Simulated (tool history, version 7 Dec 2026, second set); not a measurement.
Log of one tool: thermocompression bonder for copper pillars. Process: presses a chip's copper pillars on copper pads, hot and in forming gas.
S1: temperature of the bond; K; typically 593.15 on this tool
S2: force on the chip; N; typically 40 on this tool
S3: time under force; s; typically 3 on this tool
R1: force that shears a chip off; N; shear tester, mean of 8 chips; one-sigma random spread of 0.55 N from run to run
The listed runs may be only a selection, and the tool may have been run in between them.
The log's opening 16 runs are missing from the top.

run,hour,S1,S2,S3,R1
17,140,593.15,54,2,29.1
18,146.7,593.15,54,2,28.6
19,153.7,593.15,54,2,29.2
20,160,593.15,54,2,29.2
21,172.5,590.15,24,4,15.7
22,181,590.15,24,8,21.4
# hour 183.9: heater calibrated with a thermocouple chip
23,195.6,590.15,24,8,21.4
24,201.5,619.15,45,2,30.1
25,210.1,619.15,30,9,34.8
26,218.2,593.15,25,8,21.9
27,224.2,590.15,26,7,21.3
# hour 231.1: heater calibrated with a thermocouple chip, once more
28,239.1,606.15,26,3,17.3
# hour 243.4: forming gas filter changed
29,251.6,606.15,26,3,18.7
30,259.2,606.15,26,3,19.6
31,269.5,617.15,40,2,28.7
32,275.8,617.15,30,9,37.6
33,286.2,617.15,30,9,37.4
34,295.5,617.15,30,9,37.9
35,302.5,622.15,30,4,27.4
36,314.3,622.15,28,6,32

Run 37 has not been measured yet. What should we expect?
37,324.4,591.15,28,6,?

{"run 37": {"R1": 24.1}}
On a tool with no hidden condition, and with the same random variation, this run would have come out at R1 25.9 N.
